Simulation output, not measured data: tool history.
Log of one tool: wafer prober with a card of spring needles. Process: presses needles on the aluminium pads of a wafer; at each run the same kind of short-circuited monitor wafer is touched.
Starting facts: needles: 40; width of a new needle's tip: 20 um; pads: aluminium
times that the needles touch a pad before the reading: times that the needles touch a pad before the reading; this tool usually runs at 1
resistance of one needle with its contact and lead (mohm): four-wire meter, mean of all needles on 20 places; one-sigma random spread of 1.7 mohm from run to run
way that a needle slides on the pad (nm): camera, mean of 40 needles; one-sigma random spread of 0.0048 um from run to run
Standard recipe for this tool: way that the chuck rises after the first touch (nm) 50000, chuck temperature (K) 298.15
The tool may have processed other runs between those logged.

run	day	way that the chuck rises after the first touch (nm)	chuck temperature (K)	times that the needles touch a pad before the reading	resistance of one needle with its contact and lead (mohm)	way that a needle slides on the pad (nm)
1	0	50000	298.15	1	175	7568
2	0.192	31000	298.15	1	187	4694
3	0.467	31000	298.15	1	189	4685
# day 0.621: tips cleaned on abrasive film
4	0.821	31000	298.15	1	185	4681
5	1.071	46000	298.15	1	178	6938
6	1.296	46000	298.15	1	177	6939
7	1.508	46000	298.15	1	175	6940
8	1.675	50000	298.15	1	175	7536
9	1.929	50000	298.15	2	172	7512
10	2.308	50000	298.15	2	174	7513
# day 2.392: tips cleaned on abrasive film
11	2.658	53000	298.15	2	174	7958
12	2.858	53000	298.15	2	177	7949
13	3.212	53000	298.15	2	175	7925
14	3.425	50000	313.15	1	180	7490
15	3.775	50000	313.15	1	178	7484
# day 4.167: tips cleaned on abrasive film
16	4.179	50000	313.15	1	179	7466
17	4.421	50000	313.15	1	179	7463
18	4.612	47000	313.15	1	180	7011
19	4.879	63000	347.15	2	182	9391
20	5.179	65000	379.15	2	187	9678
21	5.383	41000	309.15	3	186	6101
22	5.65	45000	360.15	1	194	6672
# day 5.938: tips cleaned on abrasive film
23	6.046	35000	303.15	1	183	5187
# day 6.154: gauge calibrated
24	6.233	35000	303.15	1	182	5308
25	6.617	35000	303.15	2	188	5288
26	6.842	43000	324.15	2	188	6495
27	7.104	43000	324.15	2	184	6485
28	7.433	50000	298.15	2	174	7535
29	7.621	35000	360.15	2	197	5272
# day 7.692: tips cleaned on abrasive film
30	7.971	38000	298.15	1	180	5718
31	8.367	36000	298.15	3	180	5410
32	8.633	68000	375.15	3	186	10215
33	8.854	68000	375.15	3	189	10216

For run 34, what comes out?
34	9.158	68000	317.15	1	?	?

{"run 34": {"resistance of one needle with its contact and lead (mohm)": 177, "way that a needle slides on the pad (nm)": 10189}}
With no hidden state in the tool, this same run would have given resistance of one needle with its contact and lead (mohm) 177, way that a needle slides on the pad (nm) 10294.

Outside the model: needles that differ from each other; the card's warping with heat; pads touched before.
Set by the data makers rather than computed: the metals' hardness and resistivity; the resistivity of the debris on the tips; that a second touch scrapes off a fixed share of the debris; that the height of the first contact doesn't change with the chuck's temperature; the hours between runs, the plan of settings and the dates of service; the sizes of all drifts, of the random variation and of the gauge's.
